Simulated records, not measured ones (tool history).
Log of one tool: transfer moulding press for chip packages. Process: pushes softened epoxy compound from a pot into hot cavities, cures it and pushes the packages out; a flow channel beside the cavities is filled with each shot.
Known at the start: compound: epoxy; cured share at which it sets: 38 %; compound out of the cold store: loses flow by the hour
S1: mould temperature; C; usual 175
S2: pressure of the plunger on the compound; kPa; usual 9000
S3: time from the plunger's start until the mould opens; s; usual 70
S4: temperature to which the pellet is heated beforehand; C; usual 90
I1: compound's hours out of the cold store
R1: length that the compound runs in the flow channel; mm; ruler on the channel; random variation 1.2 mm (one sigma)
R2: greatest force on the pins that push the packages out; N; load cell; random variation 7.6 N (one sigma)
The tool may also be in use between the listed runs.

| run | hour | S1 | S2 | S3 | S4 | I1 | R1 | R2 |
|---|---|---|---|---|---|---|---|---|
| 1 | 0 | 175 | 9000 | 70 | 90 | 37.9 | 515 | 282 |
| 2 | 70 | 175 | 9000 | 70 | 90 | 45.1 | 500 | 290 |
| 3 | 119.2 | 175 | 9810 | 70 | 90 | 27.6 | 558 | 305 |
| 4 | 204.5 | 175 | 9810 | 70 | 90 | 28.5 | 557 | 314 |
| 5 | 269.1 | 175 | 9810 | 70 | 90 | 20 | 574 | 306 |
| 6 | 315 | 175 | 9000 | 103 | 90 | 46.8 | 497 | 186 |
| 7 | 400.7 | 175 | 8930 | 70 | 90 | 13.2 | 564 | 330 |
| 8 | 455 | 172 | 9000 | 70 | 90 | 15.1 | 567 | 406 |
| 9 | 499.8 | 175 | 9000 | 84 | 90 | 31.4 | 529 | 208 |
| 10 | 552.6 | 175 | 9000 | 84 | 90 | 20.2 | 550 | 210 |
| 11 | 640.1 | 175 | 9000 | 84 | 90 | 25 | 540 | 224 |
| 12 | 689.2 | 175 | 9000 | 84 | 90 | 38.6 | 513 | 199 |
| 13 | 766.7 | 175 | 9000 | 84 | 90 | 18.2 | 552 | 217 |
| 14 | 833.4 | 171 | 9660 | 70 | 90 | 13.6 | 590 | 427 |
| 15 | 895.6 | 171 | 9660 | 70 | 90 | 26.4 | 564 | 418 |
| 16 | 981.8 | 172 | 9000 | 101 | 86 | 43.7 | 510 | 190 |
| 17 | 1057.3 | 172 | 9000 | 56 | 86 | 12.7 | 575 | 696 |
| 18 | 1143 | 172 | 9000 | 56 | 86 | 11.3 | 576 | 685 |
| 19 | 1230.3 | 176 | 9510 | 70 | 86 | 46.1 | 512 | 278 |
| 20 | 1307.7 | 175 | 7100 | 51 | 90 | 42.3 | 449 | 647 |
| 21 | 1396 | 183 | 9690 | 70 | 83 | 29.5 | 536 | 200 |
| 22 | 1448.8 | 175 | 10120 | 70 | 90 | 38.8 | 542 | 296 |
| 23 | 1521.9 | 175 | 10120 | 70 | 90 | 28.2 | 565 | 308 |
| 24 | 1592.8 | 175 | 10120 | 70 | 90 | 39.9 | 540 | 299 |
| 25 | 1667.9 | 175 | 10120 | 70 | 90 | 26 | 570 | 314 |
| 26 | 1728.5 | 172 | 9120 | 107 | 94 | 41.2 | 517 | 183 |

Not shown: 26 entries that the log had between the listed runs. Between which runs, and how does the tool's hidden state differ before and after?
Between runs 1 and 2: cavities cleaned with cleaning compound and waxed (hour 25.2)
  true mould temperature over the reading, C: -0.02 -> -0.03; pressure that reaches the compound, % of what is set: 99.96 -> 99.94; grip of the stained cavities, % over clean ones': 1.2 -> 1.1
Between runs 2 and 3: cavities cleaned with cleaning compound and waxed (hour 104)
  pressure that reaches the compound, % of what is set: 99.94 -> 99.92; grip of the stained cavities, % over clean ones': 1.1 -> 0.5
Between runs 3 and 4: cavities cleaned with cleaning compound and waxed (hour 180.4)
  pressure that reaches the compound, % of what is set: 99.92 -> 99.9; grip of the stained cavities, % over clean ones': 0.5 -> 0.7
Between runs 4 and 5: cavities cleaned with cleaning compound and waxed (hour 255.2)
  pressure that reaches the compound, % of what is set: 99.9 -> 99.88; grip of the stained cavities, % over clean ones': 0.7 -> 0.5
Between runs 6 and 7: cavities cleaned with cleaning compound and waxed (hour 332.4); mould's thermocouples calibrated (hour 355.5)
  true mould temperature over the reading, C: -0.03 -> 0; pressure that reaches the compound, % of what is set: 99.87 -> 99.84; grip of the stained cavities, % over clean ones': 1.3 -> 1.4
Between runs 7 and 8: cavities cleaned with cleaning compound and waxed (hour 412.5)
  pressure that reaches the compound, % of what is set: 99.84 -> 99.83; grip of the stained cavities, % over clean ones': 1.4 -> 1
Between runs 8 and 9: plunger's sealing rings changed (hour 468.5); cavities cleaned with cleaning compound and waxed (hour 493.5)
  pressure that reaches the compound, % of what is set: 99.83 -> 99.99; grip of the stained cavities, % over clean ones': 1 -> 0.2
Between runs 10 and 11: cavities cleaned with cleaning compound and waxed (hour 574.5)
  true mould temperature over the reading, C: 0 -> -0.01; pressure that reaches the compound, % of what is set: 99.97 -> 99.95
Between runs 11 and 12: cavities cleaned with cleaning compound and waxed (hour 652.4)
  pressure that reaches the compound, % of what is set: 99.95 -> 99.93; grip of the stained cavities, % over clean ones': 1.3 -> 1
Between runs 12 and 13: cavities cleaned with cleaning compound and waxed (hour 727.6)
  pressure that reaches the compound, % of what is set: 99.93 -> 99.91; grip of the stained cavities, % over clean ones': 1 -> 0.9
Between runs 13 and 14: cavities cleaned with cleaning compound and waxed (hour 806.5)
  pressure that reaches the compound, % of what is set: 99.91 -> 99.89; grip of the stained cavities, % over clean ones': 0.9 -> 0.7
Between runs 14 and 15: cavities cleaned with cleaning compound and waxed (hour 887.6)
  pressure that reaches the compound, % of what is set: 99.89 -> 99.88; grip of the stained cavities, % over clean ones': 0.7 -> 0.3
Between runs 15 and 16: cavities cleaned with cleaning compound and waxed (hour 964.4)
  pressure that reaches the compound, % of what is set: 99.88 -> 99.85; grip of the stained cavities, % over clean ones': 0.3 -> 0.5
Between runs 16 and 17: cavities cleaned with cleaning compound and waxed (hour 1040.4)
  pressure that reaches the compound, % of what is set: 99.85 -> 99.83; grip of the stained cavities, % over clean ones': 0.5 -> 0.6
Between runs 17 and 18: plunger's sealing rings changed (hour 1080.8); cavities cleaned with cleaning compound and waxed (hour 1120.5)
  true mould temperature over the reading, C: -0.01 -> -0.02; pressure that reaches the compound, % of what is set: 99.83 -> 99.97; grip of the stained cavities, % over clean ones': 0.6 -> 0.7
Between runs 18 and 19: cavities cleaned with cleaning compound and waxed (hour 1200.3)
  pressure that reaches the compound, % of what is set: 99.97 -> 99.95; grip of the stained cavities, % over clean ones': 0.7 -> 0.8
Between runs 19 and 20: cavities cleaned with cleaning compound and waxed (hour 1276)
  pressure that reaches the compound, % of what is set: 99.95 -> 99.92
Between runs 20 and 21: cavities cleaned with cleaning compound and waxed (hour 1356.4)
  pressure that reaches the compound, % of what is set: 99.92 -> 99.9; grip of the stained cavities, % over clean ones': 0.8 -> 1
Between runs 21 and 22: cavities cleaned with cleaning compound and waxed (hour 1437.7)
  pressure that reaches the compound, % of what is set: 99.9 -> 99.89; grip of the stained cavities, % over clean ones': 1 -> 0.4
Between runs 22 and 23: cavities cleaned with cleaning compound and waxed (hour 1512.6)
  pressure that reaches the compound, % of what is set: 99.89 -> 99.87; grip of the stained cavities, % over clean ones': 0.4 -> 0.3
Between runs 23 and 24: cavities cleaned with cleaning compound and waxed (hour 1588.8)
  true mould temperature over the reading, C: -0.02 -> -0.03; pressure that reaches the compound, % of what is set: 99.87 -> 99.85; grip of the stained cavities, % over clean ones': 0.3 -> 0.2
Between runs 24 and 25: cavities cleaned with cleaning compound and waxed (hour 1665.9)
  pressure that reaches the compound, % of what is set: 99.85 -> 99.83; grip of the stained cavities, % over clean ones': 0.2 -> 0.1
Between runs 25 and 26: plunger's sealing rings changed (hour 1691.3)
  pressure that reaches the compound, % of what is set: 99.83 -> 99.98; grip of the stained cavities, % over clean ones': 0.1 -> 1.3
